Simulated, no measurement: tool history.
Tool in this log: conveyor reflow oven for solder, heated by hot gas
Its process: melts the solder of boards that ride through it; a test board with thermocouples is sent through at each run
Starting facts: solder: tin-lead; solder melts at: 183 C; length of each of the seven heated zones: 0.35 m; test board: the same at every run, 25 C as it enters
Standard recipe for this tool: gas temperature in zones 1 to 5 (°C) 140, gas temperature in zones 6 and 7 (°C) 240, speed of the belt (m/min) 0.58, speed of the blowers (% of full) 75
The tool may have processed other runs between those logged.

run,hour,gas temperature in zones 1 to 5 (°C),gas temperature in zones 6 and 7 (°C),speed of the belt (m/min),speed of the blowers (% of full),highest temperature of the board (°C),time above the solder's melting point (s)
1,0,140,240,0.58,75,221.7,58.1
2,30.6,140,240,0.58,75,222,58
3,52.8,132,240,0.58,75,220.6,53.7
4,77,140,240,0.58,75,221.7,58.1
5,95.7,140,240,0.58,75,222,57.6
6,122.8,140,240,0.58,75,221.7,58.1
7,149.5,140,240,0.58,75,222,57.2
8,173.2,140,240,0.58,75,221.9,58.1
# hour 211.1: flux residue cleaned out of gas plates and filters
9,211.8,140,240,0.58,75,222.1,58.1
10,241.9,140,240,0.58,75,222,58
11,281.6,140,240,0.58,75,221.8,57.9
12,307.7,140,240,0.58,81,223.4,59.3
13,350.1,140,240,0.58,81,223.5,59
14,389.9,140,240,0.58,81,223.4,58.6
15,428,140,240,0.514,75,225.8,68.4
16,467.8,140,240,0.514,75,225.9,68.7
17,500.4,151,253,0.541,65,235,73.6
18,520.9,141,247,0.541,65,227.8,65.9
19,556.5,140,240,0.58,62,218.2,54.9
20,598.1,139,240,0.58,52,214.5,51.5
21,615.4,139,240,0.58,52,214.3,50.6
22,641.9,140,232,0.601,75,214.2,49.6
23,679.5,150,234,0.58,74,218.4,59.6
24,721.5,150,252,0.58,74,233.9,68.1
25,763.9,140,247,0.471,70,233.5,80
26,797.6,151,253,0.58,75,235.2,69.1
27,837.3,154,228,0.58,75,214.4,58.4
# hour 862.6: thermocouples of zones 6 and 7 changed
28,863.9,144,245,0.599,85,228.1,60.7
29,897.3,140,244,0.616,75,223,54.5

3 ways to go on from here, each from the tool as it stands after run 29. What would each give?
A,939.3,140,248,0.504,52,?,?
B,939.3,140,240,0.657,75,?,?
C,939.3,140,240,0.504,59,?,?

run,highest temperature of the board (°C),time above the solder's melting point (s)
A,226.8,70
B,217.4,47.6
C,222.3,67.4
Without the tool's hidden state the same runs would have given:
run,highest temperature of the board (°C),time above the solder's melting point (s)
A,226.9,69.9
B,217.5,47.5
C,222.4,67.3

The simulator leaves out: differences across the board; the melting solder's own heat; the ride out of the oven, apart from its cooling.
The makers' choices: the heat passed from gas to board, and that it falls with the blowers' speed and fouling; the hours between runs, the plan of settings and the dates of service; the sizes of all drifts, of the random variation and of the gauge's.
